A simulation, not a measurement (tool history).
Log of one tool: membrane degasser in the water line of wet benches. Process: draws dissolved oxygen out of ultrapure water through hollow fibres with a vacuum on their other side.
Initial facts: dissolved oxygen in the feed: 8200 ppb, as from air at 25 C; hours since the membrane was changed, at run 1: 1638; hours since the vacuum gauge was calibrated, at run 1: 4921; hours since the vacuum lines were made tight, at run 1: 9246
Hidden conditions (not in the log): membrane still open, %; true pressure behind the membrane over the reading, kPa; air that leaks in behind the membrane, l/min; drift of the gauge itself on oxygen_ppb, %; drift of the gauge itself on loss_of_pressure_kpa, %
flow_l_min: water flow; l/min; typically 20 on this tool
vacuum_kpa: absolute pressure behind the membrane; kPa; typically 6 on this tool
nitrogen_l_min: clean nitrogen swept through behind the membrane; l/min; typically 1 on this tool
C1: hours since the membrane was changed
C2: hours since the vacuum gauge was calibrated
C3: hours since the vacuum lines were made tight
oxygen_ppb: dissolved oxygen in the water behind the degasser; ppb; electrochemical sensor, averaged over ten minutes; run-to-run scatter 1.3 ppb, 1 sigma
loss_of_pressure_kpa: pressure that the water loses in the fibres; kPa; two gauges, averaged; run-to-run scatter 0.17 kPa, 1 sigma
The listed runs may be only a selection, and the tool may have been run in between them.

Run 1, hour 0: usual settings; C1 1638; C2 4921; C3 9246. Result: oxygen_ppb 135.5 ppb, loss_of_pressure_kpa 30.09 kPa.
Run 2, hour 40.2: usual settings; C1 1678; C2 4961; C3 9286. Result: oxygen_ppb 135.6 ppb, loss_of_pressure_kpa 30.38 kPa.
Run 3, hour 102: usual settings; C1 1740; C2 5022; C3 9348. Result: oxygen_ppb 133.5 ppb, loss_of_pressure_kpa 30.17 kPa.
Run 4, hour 142.9: usual settings; C1 1781; C2 5063; C3 9389. Result: oxygen_ppb 131 ppb, loss_of_pressure_kpa 29.91 kPa.
Run 5, hour 200.3: usual settings but nitrogen_l_min 0.61 l/min; C1 1838; C2 5121; C3 9446. Result: oxygen_ppb 200.8 ppb, loss_of_pressure_kpa 29.82 kPa.
Run 6, hour 263.3: usual settings but flow_l_min 16 l/min; C1 1901; C2 5184; C3 9509. Result: oxygen_ppb 109.4 ppb, loss_of_pressure_kpa 23.86 kPa.
Run 7, hour 313.1: usual settings but vacuum_kpa 12.6 kPa; C1 1951; C2 5234; C3 9559. Result: oxygen_ppb 409 ppb, loss_of_pressure_kpa 29.86 kPa.
Run 8, hour 371.8: usual settings but vacuum_kpa 12.6 kPa; C1 2009; C2 5292; C3 9618. Result: oxygen_ppb 419.2 ppb, loss_of_pressure_kpa 30.17 kPa.
Run 9, hour 434.7: usual settings but vacuum_kpa 12.6 kPa; C1 2072; C2 5355; C3 9681. Result: oxygen_ppb 416 ppb, loss_of_pressure_kpa 29.5 kPa.
Run 10, hour 483.4: usual settings but vacuum_kpa 12.6 kPa; C1 2121; C2 5404; C3 9729. Result: oxygen_ppb 414.5 ppb, loss_of_pressure_kpa 29.68 kPa.
Run 11, hour 527.4: usual settings; C1 2165; C2 5448; C3 9773. Result: oxygen_ppb 136 ppb, loss_of_pressure_kpa 30.01 kPa.
Run 12, hour 586.4: usual settings; C1 2224; C2 5507; C3 9832. Result: oxygen_ppb 135.9 ppb, loss_of_pressure_kpa 30.05 kPa.
Run 13, hour 632.6: usual settings but vacuum_kpa 6.63 kPa; C1 2270; C2 5553; C3 9878. Result: oxygen_ppb 163.9 ppb, loss_of_pressure_kpa 29.86 kPa.
Run 14, hour 686.2: usual settings but vacuum_kpa 5.15 kPa; C1 2324; C2 5607; C3 9932. Result: oxygen_ppb 99.4 ppb, loss_of_pressure_kpa 30.25 kPa.
Run 15, hour 713.8: usual settings but flow_l_min 27 l/min, vacuum_kpa 5.15 kPa; C1 2351; C2 5634; C3 9960. Result: oxygen_ppb 138.3 ppb, loss_of_pressure_kpa 40.92 kPa.
Run 16, hour 757.1: usual settings but flow_l_min 27 l/min, vacuum_kpa 5.15 kPa; C1 2395; C2 5678; C3 10003. Result: oxygen_ppb 138 ppb, loss_of_pressure_kpa 40.43 kPa.
Run 17, hour 815.6: usual settings but flow_l_min 13 l/min, vacuum_kpa 5.09 kPa, nitrogen_l_min 1.13 l/min; C1 2453; C2 5736; C3 10061. Result: oxygen_ppb 56.4 ppb, loss_of_pressure_kpa 19.45 kPa.
Run 18, hour 846.3: usual settings but flow_l_min 13 l/min, vacuum_kpa 5.09 kPa, nitrogen_l_min 1.13 l/min; C1 2484; C2 5767; C3 10092. Result: oxygen_ppb 58.1 ppb, loss_of_pressure_kpa 19.74 kPa.
Run 19, hour 882.8: usual settings but flow_l_min 13 l/min, vacuum_kpa 5.09 kPa, nitrogen_l_min 1.13 l/min; C1 2520; C2 5803; C3 10129. Result: oxygen_ppb 57.8 ppb, loss_of_pressure_kpa 19.39 kPa.
Run 20, hour 912.8: usual settings but flow_l_min 15 l/min, vacuum_kpa 13.46 kPa, nitrogen_l_min 1.04 l/min; C1 2550; C2 5833; C3 10159. Result: oxygen_ppb 339.8 ppb, loss_of_pressure_kpa 22.41 kPa.
Run 21, hour 969.6: usual settings but flow_l_min 14 l/min, vacuum_kpa 3.81 kPa, nitrogen_l_min 2.73 l/min; C1 2607; C2 5890; C3 10215. Result: oxygen_ppb 10.9 ppb, loss_of_pressure_kpa 21.2 kPa.
Run 22, hour 1003.1: usual settings but flow_l_min 13 l/min, vacuum_kpa 6.21 kPa, nitrogen_l_min 2.73 l/min; C1 2641; C2 5924; C3 10249. Result: oxygen_ppb 38.3 ppb, loss_of_pressure_kpa 19.44 kPa.
Run 23, hour 1063.5: usual settings but vacuum_kpa 3.86 kPa, nitrogen_l_min 2.73 l/min; C1 2701; C2 5984; C3 10309. Result: oxygen_ppb 17.2 ppb, loss_of_pressure_kpa 30.13 kPa.
Run 24, hour 1120.1: usual settings but flow_l_min 13 l/min, vacuum_kpa 6.76 kPa, nitrogen_l_min 2.36 l/min; C1 2758; C2 6041; C3 10366. Result: oxygen_ppb 52.4 ppb, loss_of_pressure_kpa 19.62 kPa.
Run 25, hour 1150.6: usual settings but flow_l_min 13 l/min, vacuum_kpa 6.76 kPa, nitrogen_l_min 2.36 l/min; C1 2788; C2 6071; C3 10396. Result: oxygen_ppb 52.9 ppb, loss_of_pressure_kpa 19.37 kPa.
Run 26, hour 1207.6: usual settings but flow_l_min 19 l/min, vacuum_kpa 9.55 kPa, nitrogen_l_min 1.73 l/min; C1 2845; C2 6128; C3 10453. Result: oxygen_ppb 170.9 ppb, loss_of_pressure_kpa 28.67 kPa.
Run 27, hour 1236.6: usual settings but flow_l_min 23 l/min, vacuum_kpa 6.18 kPa, nitrogen_l_min 2.17 l/min; C1 2874; C2 6157; C3 10482. Result: oxygen_ppb 87.3 ppb, loss_of_pressure_kpa 34.42 kPa.
Run 28, hour 1279.4: usual settings but flow_l_min 15 l/min, vacuum_kpa 9.08 kPa, nitrogen_l_min 1.12 l/min; C1 2917; C2 6200; C3 10525. Result: oxygen_ppb 191.2 ppb, loss_of_pressure_kpa 22.9 kPa.
Run 29, hour 1338.1: usual settings but flow_l_min 21 l/min, vacuum_kpa 10.15 kPa, nitrogen_l_min 2 l/min; C1 2976; C2 6259; C3 10584. Result: oxygen_ppb 180.7 ppb, loss_of_pressure_kpa 31.63 kPa.
Run 30, hour 1372.1: usual settings but flow_l_min 21 l/min, vacuum_kpa 10.15 kPa, nitrogen_l_min 2 l/min; C1 3010; C2 6293; C3 10618. Result: oxygen_ppb 182.5 ppb, loss_of_pressure_kpa 31.97 kPa.
Run 31, hour 1421: usual settings but vacuum_kpa 12.45 kPa; C1 3059; C2 6341; C3 10667. Result: oxygen_ppb 410.3 ppb, loss_of_pressure_kpa 30.08 kPa.
Run 32, hour 1480.4: usual settings but flow_l_min 30 l/min, vacuum_kpa 3.68 kPa; C1 3118; C2 6401; C3 10726. Result: oxygen_ppb 70.2 ppb, loss_of_pressure_kpa 45.38 kPa.

Results for each run, recomputed without the tool's hidden state and with each run's random variation untouched:
run  oxygen_ppb  loss_of_pressure_kpa
  1       126.8                 29.83
  2       126.8                 30.11
  3       124.7                 29.89
  4       122.3                 29.63
  5       188.9                 29.53
  6       101.3                 23.62
  7       396.6                 29.55
  8       406.3                 29.85
  9       403.1                 29.17
 10       401.6                 29.34
 11       126.4                 29.66
 12       126.2                  29.7
 13       153.7                  29.5
 14        89.9                 29.87
 15       126.2                  40.4
 16       125.8                 39.91
 17        49.9                 19.19
 18        51.4                 19.48
 19        51.1                 19.13
 20       325.9                  22.1
 21         8.1                 20.91
 22        34.6                 19.16
 23        13.3                  29.7
 24        47.8                 19.34
 25        48.2                 19.08
 26         162                 28.23
 27        80.2                 33.89
 28       180.3                 22.54
 29       171.8                 31.12
 30       173.6                 31.46
 31       395.6                 29.58
 32        54.7                 44.63
